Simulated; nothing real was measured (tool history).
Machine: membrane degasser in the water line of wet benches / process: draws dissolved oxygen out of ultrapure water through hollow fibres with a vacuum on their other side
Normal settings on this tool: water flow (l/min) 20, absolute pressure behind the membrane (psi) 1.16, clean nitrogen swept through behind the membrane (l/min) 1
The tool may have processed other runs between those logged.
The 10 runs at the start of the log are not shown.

run	hour	water flow (l/min)	absolute pressure behind the membrane (psi)	clean nitrogen swept through behind the membrane (l/min)	dissolved oxygen in the water behind the degasser (ppb)	pressure that the water loses in the fibres (psi)
11	1410.5	32	1.16	1	344.6	6.733
12	1518.4	32	1.16	1	345.3	6.699
13	1618.3	32	1.16	1	348.2	6.792
14	1754.1	32	1.16	1	345.8	6.844
15	1838.9	32	1.16	1	346	6.814
16	1918.5	20	1.16	0.47	398.4	4.313
17	2014.8	32	0.711	1.33	124	6.805
18	2164.3	14	1.426	1	217.7	2.954
19	2243.2	14	1.426	1	215.3	2.959
20	2353	14	1.066	0.54	235.8	2.985
21	2524.8	16	1.381	0.63	348.3	3.44
22	2678.1	22	1.484	0.89	374.5	4.738
23	2837.5	14	1.02	0.45	257.8	2.976
24	3008	17	2.683	1	572.1	3.616
25	3175.1	20	1.16	0.87	248.3	4.292
26	3261.9	16	0.701	1.55	45.8	3.482
# hour 3386.6: vacuum gauge calibrated
27	3386.6	16	0.701	1.55	41.2	3.495
28	3470	17	0.978	2.36	64.1	3.674
29	3558.2	20	1.655	2.02	192.6	4.344
30	3685.5	20	2.255	1.55	364	4.319
31	3862.6	20	1.739	1.55	263.8	4.358

4 ways to go on from here, each from the tool as it stands after run 31. What would each give?
# hour 3902.5: seals of the vacuum lines changed
A	3986.8	20	0.846	1.55	?	?
# hour 3902.5: seals of the vacuum lines changed
B	3986.8	16	1.739	0.69	?	?
# hour 3902.5: seals of the vacuum lines changed
C	3986.8	17	0.764	0.68	?	?
# hour 3902.5: seals of the vacuum lines changed
D	3986.8	20	2.3	1.31	?	?

run	dissolved oxygen in the water behind the degasser (ppb)	pressure that the water loses in the fibres (psi)
A	82.3	4.4
B	433.1	3.474
C	114.7	3.775
D	424.8	4.383
What these runs would have given with no unlogged condition in the tool:
run	dissolved oxygen in the water behind the degasser (ppb)	pressure that the water loses in the fibres (psi)
A	79.4	4.083
B	430.4	3.22
C	112	3.503
D	421.3	4.065

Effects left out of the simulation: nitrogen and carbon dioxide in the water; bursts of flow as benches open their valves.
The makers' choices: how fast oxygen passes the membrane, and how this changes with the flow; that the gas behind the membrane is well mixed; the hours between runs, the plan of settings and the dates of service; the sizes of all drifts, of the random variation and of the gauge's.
